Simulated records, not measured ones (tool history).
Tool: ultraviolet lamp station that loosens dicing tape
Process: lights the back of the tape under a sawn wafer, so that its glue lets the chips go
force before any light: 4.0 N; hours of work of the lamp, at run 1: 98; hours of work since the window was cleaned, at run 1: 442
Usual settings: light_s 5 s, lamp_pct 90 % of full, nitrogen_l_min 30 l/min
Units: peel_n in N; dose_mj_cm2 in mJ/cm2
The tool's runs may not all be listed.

| run | day | light_s | lamp_pct | nitrogen_l_min | hours of work of the lamp | hours of work since the window was cleaned | peel_n | dose_mj_cm2 |
|---|---|---|---|---|---|---|---|---|
| 1 | 0.000 | 5 | 90 | 30 | 98 | 442 | 0.312 | 280 |
| 2 | 0.433 | 5 | 90 | 30 | 103 | 447 | 0.306 | 279 |
| 3 | 1.192 | 5 | 84 | 30 | 112 | 456 | 0.343 | 252 |
| 4 | 1.821 | 5 | 84 | 30 | 119 | 463 | 0.346 | 253 |
|  | 1.992 | window cleaned of glue's vapour |
| 5 | 2.442 | 5 | 84 | 30 | 126 | 5 | 0.367 | 235 |
| 6 | 2.938 | 4 | 90 | 30 | 132 | 11 | 0.450 | 204 |
| 7 | 3.433 | 5 | 90 | 30 | 138 | 17 | 0.344 | 248 |
| 8 | 4.200 | 5 | 90 | 30 | 146 | 26 | 0.350 | 254 |
| 9 | 4.983 | 5 | 90 | 30 | 156 | 35 | 0.349 | 252 |
| 10 | 5.425 | 5 | 90 | 56 | 161 | 40 | 0.285 | 250 |
| 11 | 6.142 | 5 | 90 | 56 | 169 | 48 | 0.288 | 249 |
| 12 | 6.871 | 7 | 90 | 56 | 178 | 57 | 0.261 | 341 |
|  | 7.021 | window cleaned of glue's vapour, once more |
| 13 | 7.642 | 7 | 90 | 56 | 186 | 7 | 0.258 | 442 |
| 14 | 8.183 | 5 | 90 | 30 | 193 | 14 | 0.285 | 315 |
| 15 | 8.929 | 5 | 90 | 30 | 201 | 22 | 0.290 | 313 |
| 16 | 9.633 | 5 | 90 | 30 | 210 | 30 | 0.284 | 319 |
| 17 | 10.438 | 5 | 90 | 30 | 219 | 40 | 0.304 | 314 |
| 18 | 11.171 | 5 | 84 | 30 | 228 | 48 | 0.299 | 293 |
| 19 | 11.783 | 5 | 90 | 30 | 235 | 56 | 0.282 | 312 |
| 20 | 12.212 | 5 | 76 | 30 | 240 | 61 | 0.341 | 261 |
| 21 | 12.596 | 5 | 90 | 30 | 244 | 65 | 0.296 | 311 |
| 22 | 13.104 | 5 | 90 | 30 | 250 | 71 | 0.291 | 304 |
| 23 | 13.792 | 7 | 71 | 18 | 258 | 79 | 0.307 | 337 |
| 24 | 14.408 | 4 | 71 | 52 | 265 | 86 | 0.390 | 193 |
| 25 | 15.279 | 4 | 89 | 52 | 275 | 96 | 0.329 | 239 |
| 26 | 15.725 | 5 | 78 | 18 | 281 | 101 | 0.407 | 261 |
| 27 | 16.562 | 5 | 78 | 18 | 290 | 111 | 0.411 | 261 |

The next listed run, before its measurement:
| 28 | 17.050 | 5 | 91 | 22 | 296 | 117 | ? | ? |

{"run 28": {"peel_n": 0.313, "dose_mj_cm2": 300}}
Without the tool's hidden state the same run would have given peel_n 0.288 N, dose_mj_cm2 332 mJ/cm2.

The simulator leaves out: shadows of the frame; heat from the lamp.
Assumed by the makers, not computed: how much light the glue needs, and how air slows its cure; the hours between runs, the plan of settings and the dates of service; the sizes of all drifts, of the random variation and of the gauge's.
